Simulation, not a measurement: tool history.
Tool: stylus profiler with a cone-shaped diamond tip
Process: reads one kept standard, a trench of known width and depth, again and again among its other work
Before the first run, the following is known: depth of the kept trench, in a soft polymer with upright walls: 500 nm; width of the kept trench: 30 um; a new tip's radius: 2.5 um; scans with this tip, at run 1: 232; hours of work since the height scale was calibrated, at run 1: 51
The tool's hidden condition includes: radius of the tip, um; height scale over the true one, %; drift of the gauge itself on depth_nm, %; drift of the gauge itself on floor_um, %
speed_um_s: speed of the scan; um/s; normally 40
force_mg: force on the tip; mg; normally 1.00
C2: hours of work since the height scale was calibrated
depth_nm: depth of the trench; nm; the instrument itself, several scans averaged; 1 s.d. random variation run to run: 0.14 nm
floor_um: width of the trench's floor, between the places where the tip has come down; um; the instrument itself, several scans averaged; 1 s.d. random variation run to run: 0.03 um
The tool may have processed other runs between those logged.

{"run": 1, "hour": 0.0, "speed_um_s": 40, "force_mg": 1.0, "scans with this tip": 232, "C2": 51, "depth_nm": 501.91, "floor_um": 26.6}
{"run": 2, "hour": 22.8, "speed_um_s": 40, "force_mg": 1.0, "scans with this tip": 281, "C2": 62, "depth_nm": 502.2, "floor_um": 26.61}
{"run": 3, "hour": 45.4, "speed_um_s": 40, "force_mg": 1.0, "scans with this tip": 330, "C2": 72, "depth_nm": 502.25, "floor_um": 26.58}
{"run": 4, "hour": 66.5, "speed_um_s": 40, "force_mg": 1.0, "scans with this tip": 375, "C2": 82, "depth_nm": 502.05, "floor_um": 26.61}
{"run": 5, "hour": 92.7, "speed_um_s": 40, "force_mg": 1.0, "scans with this tip": 432, "C2": 95, "depth_nm": 502.01, "floor_um": 26.58}
{"run": 6, "hour": 111.9, "speed_um_s": 40, "force_mg": 2.62, "scans with this tip": 473, "C2": 104, "depth_nm": 504.04, "floor_um": 26.74}
{"run": 7, "hour": 143.2, "speed_um_s": 40, "force_mg": 2.62, "scans with this tip": 541, "C2": 119, "depth_nm": 504.07, "floor_um": 26.64}
{"run": 8, "hour": 168.9, "speed_um_s": 40, "force_mg": 1.0, "scans with this tip": 596, "C2": 131, "depth_nm": 502.01, "floor_um": 26.5}
{"run": 9, "hour": 196.9, "speed_um_s": 40, "force_mg": 1.36, "scans with this tip": 657, "C2": 144, "depth_nm": 502.55, "floor_um": 26.53}
{"run": 10, "hour": 226.3, "speed_um_s": 40, "force_mg": 1.0, "scans with this tip": 720, "C2": 158, "depth_nm": 501.93, "floor_um": 26.53}
{"run": 11, "hour": 249.2, "speed_um_s": 26, "force_mg": 1.0, "scans with this tip": 770, "C2": 169, "depth_nm": 502.0, "floor_um": 26.7}
{"run": 12, "hour": 274.7, "speed_um_s": 40, "force_mg": 1.0, "scans with this tip": 825, "C2": 181, "depth_nm": 501.71, "floor_um": 26.52}
{"run": 13, "hour": 313.3, "speed_um_s": 40, "force_mg": 1.0, "scans with this tip": 908, "C2": 199, "depth_nm": 501.88, "floor_um": 26.5}
{"run": 14, "hour": 342.1, "speed_um_s": 40, "force_mg": 1.0, "scans with this tip": 970, "C2": 213, "depth_nm": 501.78, "floor_um": 26.52}
{"run": 15, "hour": 364.0, "speed_um_s": 54, "force_mg": 1.0, "scans with this tip": 1017, "C2": 223, "depth_nm": 501.85, "floor_um": 26.41}
{"run": 16, "hour": 399.3, "speed_um_s": 40, "force_mg": 1.87, "scans with this tip": 1093, "C2": 240, "depth_nm": 502.88, "floor_um": 26.59}
{"run": 17, "hour": 419.0, "speed_um_s": 40, "force_mg": 1.87, "scans with this tip": 1136, "C2": 249, "depth_nm": 503.01, "floor_um": 26.57}
{"run": 18, "hour": 446.1, "speed_um_s": 41, "force_mg": 0.47, "scans with this tip": 1195, "C2": 262, "depth_nm": 500.9, "floor_um": 26.31}
{"run": 19, "hour": 482.8, "speed_um_s": 22, "force_mg": 2.23, "scans with this tip": 1274, "C2": 280, "depth_nm": 503.03, "floor_um": 26.69}
{"run": 20, "hour": 498.9, "speed_um_s": 22, "force_mg": 2.23, "scans with this tip": 1309, "C2": 287, "depth_nm": 503.07, "floor_um": 26.72}
{"run": 21, "hour": 521.8, "speed_um_s": 75, "force_mg": 1.29, "scans with this tip": 1358, "C2": 298, "depth_nm": 502.05, "floor_um": 26.24}
{"run": 22, "hour": 555.0, "speed_um_s": 90, "force_mg": 0.52, "scans with this tip": 1430, "C2": 314, "depth_nm": 501.03, "floor_um": 25.62}
{"run": 23, "hour": 579.2, "speed_um_s": 90, "force_mg": 0.52, "scans with this tip": 1482, "C2": 325, "depth_nm": 500.58, "floor_um": 25.64}
{"run": 24, "hour": 611.7, "speed_um_s": 90, "force_mg": 0.52, "scans with this tip": 1552, "C2": 341, "depth_nm": 500.75, "floor_um": 25.59}
{"run": 25, "hour": 637.4, "speed_um_s": 40, "force_mg": 0.65, "scans with this tip": 1608, "C2": 353, "depth_nm": 500.78, "floor_um": 26.33}
{"run": 26, "hour": 662.8, "speed_um_s": 40, "force_mg": 0.65, "scans with this tip": 1662, "C2": 365, "depth_nm": 501.06, "floor_um": 26.32}
{"run": 27, "hour": 690.1, "speed_um_s": 40, "force_mg": 0.65, "scans with this tip": 1721, "C2": 378, "depth_nm": 500.8, "floor_um": 26.3}
{"run": 28, "hour": 709.7, "speed_um_s": 23, "force_mg": 0.65, "scans with this tip": 1764, "C2": 387, "depth_nm": 501.0, "floor_um": 26.59}
{"run": 29, "hour": 725.9, "speed_um_s": 84, "force_mg": 0.43, "scans with this tip": 1799, "C2": 395, "depth_nm": 500.61, "floor_um": 25.54}
{"run": 30, "hour": 765.1, "speed_um_s": 10, "force_mg": 0.41, "scans with this tip": 1883, "C2": 413, "depth_nm": 500.48, "floor_um": 26.64}
{"run": 31, "hour": 793.5, "speed_um_s": 13, "force_mg": 2.46, "scans with this tip": 1945, "C2": 427, "depth_nm": 503.07, "floor_um": 26.71}
{"run": 32, "hour": 820.5, "speed_um_s": 26, "force_mg": 0.37, "scans with this tip": 2003, "C2": 439, "depth_nm": 500.33, "floor_um": 26.37}
{"run": 33, "hour": 850.1, "speed_um_s": 26, "force_mg": 0.37, "scans with this tip": 2067, "C2": 453, "depth_nm": 500.09, "floor_um": 26.38}

Consider 4 possible next runs. They are alternatives, not a sequence: every one starts from the tool as it was left by run 33. What does each give?
{"run": "A", "hour": 871.7, "speed_um_s": 28, "force_mg": 1.08, "scans with this tip": 2113, "C2": 464, "depth_nm": "?", "floor_um": "?"}
{"run": "B", "hour": 871.7, "speed_um_s": 144, "force_mg": 1.0, "scans with this tip": 2113, "C2": 464, "depth_nm": "?", "floor_um": "?"}
{"run": "C", "hour": 871.7, "speed_um_s": 12, "force_mg": 0.67, "scans with this tip": 2113, "C2": 464, "depth_nm": "?", "floor_um": "?"}
{"run": "D", "hour": 871.7, "speed_um_s": 30, "force_mg": 2.03, "scans with this tip": 2113, "C2": 464, "depth_nm": "?", "floor_um": "?"}

run=A depth_nm=501.24 floor_um=26.52
run=B depth_nm=501.36 floor_um=25.34
run=C depth_nm=500.87 floor_um=26.63
run=D depth_nm=502.37 floor_um=26.64
With no hidden state in the tool, these same runs would have given:
run=A depth_nm=502.10 floor_um=26.74
run=B depth_nm=502.22 floor_um=25.55
run=C depth_nm=501.73 floor_um=26.84
run=D depth_nm=503.24 floor_um=26.86
